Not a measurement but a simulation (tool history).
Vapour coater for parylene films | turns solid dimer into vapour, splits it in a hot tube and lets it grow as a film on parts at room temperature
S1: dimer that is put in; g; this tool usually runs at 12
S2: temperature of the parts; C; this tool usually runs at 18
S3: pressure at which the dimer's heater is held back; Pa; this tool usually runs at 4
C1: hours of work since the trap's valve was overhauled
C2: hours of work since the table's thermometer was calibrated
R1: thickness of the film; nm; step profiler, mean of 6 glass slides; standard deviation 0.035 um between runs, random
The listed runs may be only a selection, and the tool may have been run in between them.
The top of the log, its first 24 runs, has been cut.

run 25 day=56.025 | S1=7 S2=18 S3=5.31 | C1=177 C2=163 | R1=2260
run 26 day=58.971 | S1=7 S2=18 S3=5.31 | C1=223 C2=209 | R1=2290
-- day=59.533 trap's valve overhauled
run 27 day=61.083 | S1=5 S2=15 S3=8.91 | C1=24 C2=239 | R1=1680
run 28 day=62.767 | S1=7 S2=18 S3=11.84 | C1=50 C2=265 | R1=2040
run 29 day=65.383 | S1=10 S2=18 S3=8.01 | C1=91 C2=306 | R1=3090
run 30 day=68.146 | S1=14 S2=10 S3=8.01 | C1=134 C2=349 | R1=5340
run 31 day=70.367 | S1=10 S2=21 S3=4 | C1=169 C2=383 | R1=3150
run 32 day=72.438 | S1=9 S2=14 S3=8.35 | C1=201 C2=416 | R1=3030
run 33 day=73.817 | S1=7 S2=19 S3=2.78 | C1=222 C2=437 | R1=2380

Each row is a separate what-if for the run after 33, all from the same tool condition, not one after another. Results?
-- day=74.275 trap's valve overhauled
run A day=75.725 | S1=6 S2=16 S3=2.78 | C1=23 C2=464 | R1=?
-- day=74.275 trap's valve overhauled
run B day=75.725 | S1=7 S2=26 S3=2.78 | C1=23 C2=464 | R1=?
-- day=74.275 trap's valve overhauled
run C day=75.725 | S1=22 S2=19 S3=2.78 | C1=23 C2=464 | R1=?
-- day=74.275 trap's valve overhauled
run D day=75.725 | S1=12 S2=16 S3=2.02 | C1=23 C2=464 | R1=?

run=A R1=2360
run=B R1=2070
run=C R1=8050
run=D R1=4960
Take away the tool's hidden state, keep each run's random variation, and the runs would have read:
run=A R1=2380
run=B R1=2090
run=C R1=8130
run=D R1=5020

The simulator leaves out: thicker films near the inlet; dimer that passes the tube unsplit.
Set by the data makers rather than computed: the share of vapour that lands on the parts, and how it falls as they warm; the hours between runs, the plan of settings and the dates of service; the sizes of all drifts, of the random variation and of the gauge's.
